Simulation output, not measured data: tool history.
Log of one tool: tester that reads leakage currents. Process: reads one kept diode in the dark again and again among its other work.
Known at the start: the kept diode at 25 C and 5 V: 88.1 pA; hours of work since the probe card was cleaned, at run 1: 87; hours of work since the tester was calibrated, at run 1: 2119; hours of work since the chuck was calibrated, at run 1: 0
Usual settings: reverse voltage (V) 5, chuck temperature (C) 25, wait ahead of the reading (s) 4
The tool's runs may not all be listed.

run	hour	reverse voltage (V)	chuck temperature (C)	wait ahead of the reading (s)	hours of work since the probe card was cleaned	hours of work since the tester was calibrated	hours of work since the chuck was calibrated	current that the tester gives (pA)
1	0	5	25	4	87	2119	0	88.75
2	122.6	5	25	4	173	2206	87	88.65
# hour 341.6: tester calibrated
3	399	5	25	4	367	41	281	88.29
4	529.3	3.35	25	4	459	133	373	77.6
5	780.2	5	25	4	637	310	550	88.66
6	933.6	5	25	2.5	745	419	659	88.74
7	1130.9	18.14	40	0.54	885	558	798	471.07
8	1419.8	1.23	57	4	1089	762	1003	736.24
9	1553.6	3.94	57	2.85	1184	857	1097	1052.24
10	1770.7	3.94	29	1.36	1337	1011	1251	117.66
# hour 1923.5: probe card cleaned and baked
11	1944.2	3.94	29	1.36	15	1131	1371	116.75
# hour 2083.5: chuck's temperature calibrated
12	2115.1	3.94	29	1.36	134	1251	22	116.77

The same runs without the tool's hidden state, with the same run-to-run variation:
The hidden state here: stray current of the dirty probe card, pA a volt; current scale over the true one, %; true chuck temperature over the reading, C; drift of the gauge itself on leakage_pa, %.
run	current that the tester gives (pA)
1	88.74
2	88.64
3	88.24
4	77.55
5	88.59
6	88.65
7	470.62
8	735.69
9	1051.37
10	117.49
11	116.61
12	116.78

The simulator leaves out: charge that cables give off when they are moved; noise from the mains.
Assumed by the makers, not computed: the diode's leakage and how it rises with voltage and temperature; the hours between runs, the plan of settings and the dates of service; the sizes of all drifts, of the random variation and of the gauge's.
